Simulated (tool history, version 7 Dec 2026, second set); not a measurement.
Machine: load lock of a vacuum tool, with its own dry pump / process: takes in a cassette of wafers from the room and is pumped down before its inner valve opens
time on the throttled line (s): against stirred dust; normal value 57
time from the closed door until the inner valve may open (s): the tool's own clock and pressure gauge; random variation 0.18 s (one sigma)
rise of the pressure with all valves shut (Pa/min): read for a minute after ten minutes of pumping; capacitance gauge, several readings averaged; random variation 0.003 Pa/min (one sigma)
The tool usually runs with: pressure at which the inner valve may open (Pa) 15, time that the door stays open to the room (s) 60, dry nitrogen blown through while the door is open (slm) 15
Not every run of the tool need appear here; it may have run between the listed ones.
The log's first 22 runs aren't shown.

run,hour,time on the throttled line (s),pressure at which the inner valve may open (Pa),time that the door stays open to the room (s),dry nitrogen blown through while the door is open (slm),"incoming humidity of the room's air, %",time from the closed door until the inner valve may open (s),rise of the pressure with all valves shut (Pa/min)
23,5063.1,57,15,230,15,44.4,76.1,0.253
24,5324.5,57,15,230,15,43.9,76.1,0.257
25,5601,57,15,32,15,48,76.2,0.195
26,5885.7,83,14,60,15,47.5,99.4,0.219
27,6033.6,57,27,87,15,47.4,74.8,0.237
28,6265.4,57,12,60,28,45.2,76.9,0.209
29,6565.3,57,12,161,28,43.6,77.7,0.241
30,6825.7,57,12,161,28,46.7,77.4,0.248
31,7146.3,29,22,60,8,42.5,50.8,0.258
32,7421.8,29,22,60,8,47.4,50.8,0.269
33,7713.7,57,15,47,38,45.6,76.6,0.238
34,7980.9,99,22,60,8,43.5,112.5,0.273
35,8239.8,99,22,60,8,46.1,112.4,0.295
36,8544.8,99,22,60,8,41.8,113,0.296

Consider 4 possible next runs. They are alternatives, not a sequence: every one starts from the tool as it was left by run 36. What does each give?
A,8806.2,57,24,42,15,46.2,?,?
B,8806.2,57,16,60,15,46.5,?,?
C,8806.2,88,24,27,8,45.2,?,?
D,8806.2,88,26,60,15,43.8,?,?

run,time from the closed door until the inner valve may open (s),rise of the pressure with all valves shut (Pa/min)
A,75.5,0.278
B,76.7,0.289
C,102.5,0.279
D,101.9,0.295
Had the tool no hidden state, the same runs would have come out as:
run,time from the closed door until the inner valve may open (s),rise of the pressure with all valves shut (Pa/min)
A,74.3,0.041
B,75.4,0.052
C,101.5,0.042
D,101,0.055

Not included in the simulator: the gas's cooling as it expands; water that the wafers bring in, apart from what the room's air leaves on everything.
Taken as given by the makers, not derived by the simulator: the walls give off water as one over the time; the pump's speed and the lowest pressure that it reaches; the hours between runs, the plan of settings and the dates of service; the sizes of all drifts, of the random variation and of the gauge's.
